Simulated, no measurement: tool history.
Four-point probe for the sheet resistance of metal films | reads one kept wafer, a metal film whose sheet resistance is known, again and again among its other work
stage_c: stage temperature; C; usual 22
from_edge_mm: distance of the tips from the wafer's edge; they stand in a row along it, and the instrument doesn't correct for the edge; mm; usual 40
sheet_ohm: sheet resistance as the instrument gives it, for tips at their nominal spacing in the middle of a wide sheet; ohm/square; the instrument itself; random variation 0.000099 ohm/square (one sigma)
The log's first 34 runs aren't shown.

run,hour,stage_c,from_edge_mm,touches since the probe head was changed,hours of work since the stage's thermometer was calibrated,sheet_ohm
35,371.7,25,17,26639,736,0.496679
36,382.4,25,5,27232,744,0.506245
37,394.7,25,5,27916,753,0.506295
38,405.2,33,19,28499,761,0.495384
39,419.2,33,19,29274,771,0.495458
40,425.8,33,19,29643,776,0.495368
41,434.5,33,19,30127,782,0.495231
42,441.4,25,8,30509,787,0.499877
43,456.7,18,42,31361,798,0.497024
44,470.6,22,62,32132,808,0.49627
45,485,22,62,32932,819,0.496355

4 ways to go on from here, each from the tool as it stands after run 45. What would each give?
A,497.6,20,40,33632,828,?
B,497.6,30,10,33632,828,?
C,497.6,19,6,33632,828,?
D,497.6,23,40,33632,828,?

run,sheet_ohm
A,0.496742
B,0.497912
C,0.503912
D,0.496328
Without the tool's hidden state the same runs would have given:
run,sheet_ohm
A,0.496742
B,0.497912
C,0.503912
D,0.496328
